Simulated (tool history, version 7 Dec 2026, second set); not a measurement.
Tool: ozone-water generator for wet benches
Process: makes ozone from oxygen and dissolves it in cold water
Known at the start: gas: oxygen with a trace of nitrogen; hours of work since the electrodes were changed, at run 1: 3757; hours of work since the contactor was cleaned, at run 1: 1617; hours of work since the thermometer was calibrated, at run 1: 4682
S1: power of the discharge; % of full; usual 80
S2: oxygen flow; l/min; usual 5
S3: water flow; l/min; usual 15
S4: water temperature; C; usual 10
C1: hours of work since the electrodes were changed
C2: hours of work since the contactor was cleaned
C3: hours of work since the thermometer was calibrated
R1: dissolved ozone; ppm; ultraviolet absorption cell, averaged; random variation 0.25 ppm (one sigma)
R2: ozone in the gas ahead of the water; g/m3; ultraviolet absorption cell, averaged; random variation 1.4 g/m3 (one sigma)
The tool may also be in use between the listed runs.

run,day,S1,S2,S3,S4,C1,C2,C3,R1,R2
1,0,80,5,15,10,3757,1617,4682,31.5,211.6
2,5.638,80,5,15,7,3851,1711,4776,32.2,210.3
3,11.55,80,5,15,7,3949,1809,4874,32.3,210.3
4,17.533,64,5,15,7,4049,1909,4974,27.4,176.3
5,25.779,64,5,15,7,4186,2047,5111,27.1,175.7
6,29.567,80,5,15,10,4249,2110,5174,30.4,205
7,33.075,80,5,16,10,4308,2168,5233,28.7,204.1
# day 33.542: water thermometer calibrated
8,40.704,80,7.58,18,10,4435,2295,119,25,157.6
9,44.021,80,7.58,18,10,4490,2350,175,24.9,155.2

Forecast run 10:
10,47.846,80,2.75,22,7,4553,2414,238,?,?

Run 10 gave R1 21.2 ppm, R2 301.9 g/m3.
Without the tool's hidden state the same run would have given R1 27.3 ppm, R2 379.6 g/m3.
